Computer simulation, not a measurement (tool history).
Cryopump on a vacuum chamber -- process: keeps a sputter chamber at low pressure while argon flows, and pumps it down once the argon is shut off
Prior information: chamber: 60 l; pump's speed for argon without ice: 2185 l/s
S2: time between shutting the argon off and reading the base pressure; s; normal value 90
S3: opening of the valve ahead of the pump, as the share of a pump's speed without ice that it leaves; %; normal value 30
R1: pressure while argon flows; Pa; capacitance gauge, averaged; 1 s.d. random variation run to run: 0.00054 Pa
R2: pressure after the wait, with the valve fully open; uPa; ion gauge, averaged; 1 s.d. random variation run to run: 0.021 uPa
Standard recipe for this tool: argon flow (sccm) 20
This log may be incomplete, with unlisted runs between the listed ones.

{"run": 1, "hour": 0.0, "argon flow (sccm)": 20, "S2": 90, "S3": 30, "R1": 0.0564, "R2": 0.98}
{"run": 2, "hour": 31.5, "argon flow (sccm)": 20, "S2": 90, "S3": 30, "R1": 0.0572, "R2": 0.99}
{"run": 3, "hour": 45.4, "argon flow (sccm)": 20, "S2": 91, "S3": 30, "R1": 0.0566, "R2": 0.99}
{"run": 4, "hour": 66.8, "argon flow (sccm)": 20, "S2": 128, "S3": 30, "R1": 0.0569, "R2": 0.92}
{"run": 5, "hour": 88.9, "argon flow (sccm)": 20, "S2": 90, "S3": 57, "R1": 0.0345, "R2": 1.0}
{"run": 6, "hour": 106.0, "argon flow (sccm)": 20, "S2": 90, "S3": 57, "R1": 0.034, "R2": 1.06}
{"hour": 138.5, "done": "pump warmed up, emptied and cooled again"}
{"run": 7, "hour": 139.0, "argon flow (sccm)": 20, "S2": 90, "S3": 15, "R1": 0.1032, "R2": 0.83}
{"run": 8, "hour": 160.8, "argon flow (sccm)": 20, "S2": 90, "S3": 30, "R1": 0.0521, "R2": 0.84}
{"run": 9, "hour": 191.5, "argon flow (sccm)": 20, "S2": 90, "S3": 30, "R1": 0.0521, "R2": 0.86}
{"run": 10, "hour": 220.6, "argon flow (sccm)": 33, "S2": 90, "S3": 30, "R1": 0.0856, "R2": 0.87}
{"run": 11, "hour": 250.7, "argon flow (sccm)": 33, "S2": 90, "S3": 30, "R1": 0.0872, "R2": 0.88}
{"run": 12, "hour": 278.1, "argon flow (sccm)": 20, "S2": 148, "S3": 30, "R1": 0.0535, "R2": 0.74}
{"run": 13, "hour": 309.8, "argon flow (sccm)": 20, "S2": 148, "S3": 30, "R1": 0.0534, "R2": 0.77}
{"run": 14, "hour": 322.7, "argon flow (sccm)": 20, "S2": 148, "S3": 30, "R1": 0.054, "R2": 0.78}
{"run": 15, "hour": 339.2, "argon flow (sccm)": 32, "S2": 90, "S3": 30, "R1": 0.086, "R2": 0.93}
{"run": 16, "hour": 359.8, "argon flow (sccm)": 20, "S2": 90, "S3": 30, "R1": 0.0539, "R2": 0.98}
{"run": 17, "hour": 373.2, "argon flow (sccm)": 20, "S2": 28, "S3": 30, "R1": 0.0542, "R2": 1.72}
{"run": 18, "hour": 402.9, "argon flow (sccm)": 20, "S2": 77, "S3": 30, "R1": 0.0544, "R2": 1.02}
{"run": 19, "hour": 420.8, "argon flow (sccm)": 17, "S2": 33, "S3": 19, "R1": 0.0724, "R2": 1.59}
{"run": 20, "hour": 437.7, "argon flow (sccm)": 17, "S2": 33, "S3": 19, "R1": 0.0716, "R2": 1.58}
{"run": 21, "hour": 468.8, "argon flow (sccm)": 17, "S2": 33, "S3": 19, "R1": 0.0729, "R2": 1.58}
{"run": 22, "hour": 485.1, "argon flow (sccm)": 17, "S2": 33, "S3": 19, "R1": 0.0718, "R2": 1.59}
{"run": 23, "hour": 505.0, "argon flow (sccm)": 20, "S2": 90, "S3": 55, "R1": 0.0321, "R2": 1.07}
{"run": 24, "hour": 521.8, "argon flow (sccm)": 20, "S2": 90, "S3": 55, "R1": 0.0328, "R2": 1.02}
{"run": 25, "hour": 535.5, "argon flow (sccm)": 9, "S2": 175, "S3": 23, "R1": 0.0322, "R2": 0.89}
{"run": 26, "hour": 563.1, "argon flow (sccm)": 14, "S2": 31, "S3": 16, "R1": 0.0724, "R2": 1.8}
{"run": 27, "hour": 583.4, "argon flow (sccm)": 13, "S2": 157, "S3": 23, "R1": 0.0464, "R2": 0.93}
{"run": 28, "hour": 612.7, "argon flow (sccm)": 23, "S2": 20, "S3": 30, "R1": 0.0666, "R2": 2.27}
{"run": 29, "hour": 635.3, "argon flow (sccm)": 23, "S2": 20, "S3": 30, "R1": 0.0671, "R2": 2.3}
{"run": 30, "hour": 659.2, "argon flow (sccm)": 23, "S2": 20, "S3": 30, "R1": 0.0673, "R2": 2.34}
{"run": 31, "hour": 689.1, "argon flow (sccm)": 28, "S2": 26, "S3": 24, "R1": 0.1011, "R2": 2.08}
{"hour": 706.4, "done": "pump warmed up, emptied and cooled again"}
{"run": 32, "hour": 717.9, "argon flow (sccm)": 28, "S2": 26, "S3": 24, "R1": 0.0904, "R2": 1.75}
{"run": 33, "hour": 747.6, "argon flow (sccm)": 18, "S2": 95, "S3": 30, "R1": 0.0469, "R2": 0.88}
{"run": 34, "hour": 771.9, "argon flow (sccm)": 11, "S2": 176, "S3": 24, "R1": 0.0354, "R2": 0.77}
{"run": 35, "hour": 803.4, "argon flow (sccm)": 11, "S2": 176, "S3": 24, "R1": 0.0357, "R2": 0.8}

Difference, measured minus no-hidden-state, one row per run. Run-to-run variation is common to both terms; the gauge's own scatter need not be:
Hidden state at play: pump's speed, % of a pump's without ice; cold plate's temperature, K; leak into the chamber, uPa l/s; drift of the gauge itself on working_pa, %; drift of the gauge itself on base_upa, %.
run=1 R1=+0.0050 R2=+0.49
run=2 R1=+0.0056 R2=+0.51
run=3 R1=+0.0059 R2=+0.51
run=4 R1=+0.0062 R2=+0.53
run=5 R1=+0.0067 R2=+0.55
run=6 R1=+0.0069 R2=+0.57
run=7 R1=+0.0002 R2=+0.35
run=8 R1=+0.0004 R2=+0.37
run=9 R1=+0.0007 R2=+0.38
run=10 R1=+0.0016 R2=+0.40
run=11 R1=+0.0022 R2=+0.41
run=12 R1=+0.0016 R2=+0.41
run=13 R1=+0.0019 R2=+0.43
run=14 R1=+0.0021 R2=+0.44
run=15 R1=+0.0037 R2=+0.44
run=16 R1=+0.0026 R2=+0.46
run=17 R1=+0.0027 R2=+0.47
run=18 R1=+0.0031 R2=+0.49
run=19 R1=+0.0028 R2=+0.50
run=20 R1=+0.0030 R2=+0.49
run=21 R1=+0.0034 R2=+0.52
run=22 R1=+0.0036 R2=+0.53
run=23 R1=+0.0046 R2=+0.56
run=24 R1=+0.0049 R2=+0.56
run=25 R1=+0.0023 R2=+0.58
run=26 R1=+0.0039 R2=+0.62
run=27 R1=+0.0039 R2=+0.61
run=28 R1=+0.0075 R2=+0.62
run=29 R1=+0.0079 R2=+0.64
run=30 R1=+0.0085 R2=+0.67
run=31 R1=+0.0111 R2=+0.72
run=32 R1=+0.0005 R2=+0.43
run=33 R1=+0.0006 R2=+0.44
run=34 R1=+0.0004 R2=+0.47
run=35 R1=+0.0007 R2=+0.48
